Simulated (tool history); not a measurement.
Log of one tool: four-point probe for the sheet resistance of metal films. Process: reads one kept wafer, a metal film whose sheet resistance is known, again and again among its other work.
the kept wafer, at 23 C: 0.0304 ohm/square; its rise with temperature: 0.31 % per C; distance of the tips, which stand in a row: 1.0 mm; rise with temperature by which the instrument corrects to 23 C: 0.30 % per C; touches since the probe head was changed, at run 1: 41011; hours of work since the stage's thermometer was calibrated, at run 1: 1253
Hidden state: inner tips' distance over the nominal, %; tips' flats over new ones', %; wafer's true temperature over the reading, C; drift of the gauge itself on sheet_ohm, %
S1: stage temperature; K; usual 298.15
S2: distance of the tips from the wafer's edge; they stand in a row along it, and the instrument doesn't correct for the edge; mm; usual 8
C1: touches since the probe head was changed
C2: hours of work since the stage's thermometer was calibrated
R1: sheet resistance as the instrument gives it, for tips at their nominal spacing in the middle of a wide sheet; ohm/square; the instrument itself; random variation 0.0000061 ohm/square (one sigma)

run 1 hour=0.0 | S1=298.15 S2=8 | C1=41011 C2=1253 | R1=0.030882
run 2 hour=20.7 | S1=298.15 S2=8 | C1=41901 C2=1267 | R1=0.030884
run 3 hour=36.8 | S1=298.15 S2=8 | C1=42589 C2=1277 | R1=0.030872
run 4 hour=53.0 | S1=298.15 S2=8 | C1=43284 C2=1287 | R1=0.030879
run 5 hour=69.3 | S1=299.15 S2=8 | C1=43982 C2=1298 | R1=0.030889
run 6 hour=92.6 | S1=298.15 S2=8 | C1=44983 C2=1313 | R1=0.030882
run 7 hour=112.6 | S1=298.15 S2=8 | C1=45838 C2=1326 | R1=0.030886
-- hour=131.2 stage's thermometer calibrated
run 8 hour=134.4 | S1=298.15 S2=8 | C1=46753 C2=2 | R1=0.030849
run 9 hour=155.7 | S1=298.15 S2=8 | C1=47667 C2=16 | R1=0.030861
run 10 hour=175.5 | S1=298.15 S2=14 | C1=48516 C2=29 | R1=0.030685
run 11 hour=198.8 | S1=298.15 S2=14 | C1=49515 C2=43 | R1=0.030683
run 12 hour=214.5 | S1=298.15 S2=14 | C1=50186 C2=54 | R1=0.030690
run 13 hour=226.6 | S1=298.15 S2=8 | C1=50708 C2=61 | R1=0.030867
run 14 hour=240.5 | S1=298.15 S2=8 | C1=51304 C2=70 | R1=0.030857
run 15 hour=252.8 | S1=298.15 S2=8 | C1=51830 C2=78 | R1=0.030858
run 16 hour=267.5 | S1=298.15 S2=8 | C1=52458 C2=88 | R1=0.030867
run 17 hour=287.8 | S1=298.15 S2=8 | C1=53331 C2=101 | R1=0.030868
run 18 hour=308.7 | S1=298.15 S2=8 | C1=54229 C2=114 | R1=0.030861
run 19 hour=334.4 | S1=298.15 S2=8 | C1=55329 C2=131 | R1=0.030864
run 20 hour=346.3 | S1=298.15 S2=8 | C1=55841 C2=138 | R1=0.030870
run 21 hour=364.4 | S1=298.15 S2=22 | C1=56614 C2=150 | R1=0.030656
run 22 hour=378.3 | S1=298.15 S2=22 | C1=57212 C2=159 | R1=0.030650
run 23 hour=391.6 | S1=298.15 S2=22 | C1=57780 C2=167 | R1=0.030652
run 24 hour=409.2 | S1=298.15 S2=22 | C1=58536 C2=179 | R1=0.030652
run 25 hour=425.0 | S1=299.15 S2=3 | C1=59213 C2=189 | R1=0.032353
run 26 hour=452.7 | S1=302.15 S2=20 | C1=60400 C2=207 | R1=0.030676
run 27 hour=479.4 | S1=304.15 S2=4 | C1=61547 C2=224 | R1=0.031651
run 28 hour=502.7 | S1=304.15 S2=4 | C1=62547 C2=239 | R1=0.031649
run 29 hour=527.9 | S1=304.15 S2=4 | C1=63627 C2=255 | R1=0.031672
run 30 hour=551.4 | S1=304.15 S2=4 | C1=64634 C2=270 | R1=0.031659
run 31 hour=568.7 | S1=304.15 S2=68 | C1=65376 C2=281 | R1=0.030664
run 32 hour=589.0 | S1=304.15 S2=8 | C1=66248 C2=294 | R1=0.030920
run 33 hour=609.7 | S1=291.15 S2=25 | C1=67134 C2=308 | R1=0.030620
run 34 hour=623.3 | S1=306.15 S2=7 | C1=67716 C2=316 | R1=0.031007
run 35 hour=634.5 | S1=305.15 S2=9 | C1=68198 C2=324 | R1=0.030875
run 36 hour=656.8 | S1=305.15 S2=17 | C1=69155 C2=338 | R1=0.030737
run 37 hour=678.9 | S1=305.15 S2=17 | C1=70103 C2=352 | R1=0.030738
run 38 hour=704.4 | S1=305.15 S2=17 | C1=71197 C2=368 | R1=0.030735
run 39 hour=723.6 | S1=304.15 S2=17 | C1=72016 C2=381 | R1=0.030720
run 40 hour=747.9 | S1=294.15 S2=17 | C1=73062 C2=396 | R1=0.030687
run 41 hour=766.2 | S1=300.15 S2=37 | C1=73844 C2=408 | R1=0.030664
run 42 hour=789.2 | S1=300.15 S2=7 | C1=74833 C2=423 | R1=0.030990
run 43 hour=816.1 | S1=300.15 S2=8 | C1=75987 C2=440 | R1=0.030921
run 44 hour=839.9 | S1=301.15 S2=8 | C1=77006 C2=456 | R1=0.030917
run 45 hour=863.5 | S1=293.15 S2=8 | C1=78019 C2=471 | R1=0.030887

Forecast each of these 3 alternatives for the next run:
run A hour=878.8 | S1=297.15 S2=71 | C1=78672 C2=481 | R1=?
run B hour=878.8 | S1=297.15 S2=8 | C1=78672 C2=481 | R1=?
run C hour=878.8 | S1=293.15 S2=34 | C1=78672 C2=481 | R1=?

run=A R1=0.030655
run=B R1=0.030897
run=C R1=0.030632
Without the tool's hidden state the same runs would have given:
run=A R1=0.030412
run=B R1=0.030653
run=C R1=0.030390

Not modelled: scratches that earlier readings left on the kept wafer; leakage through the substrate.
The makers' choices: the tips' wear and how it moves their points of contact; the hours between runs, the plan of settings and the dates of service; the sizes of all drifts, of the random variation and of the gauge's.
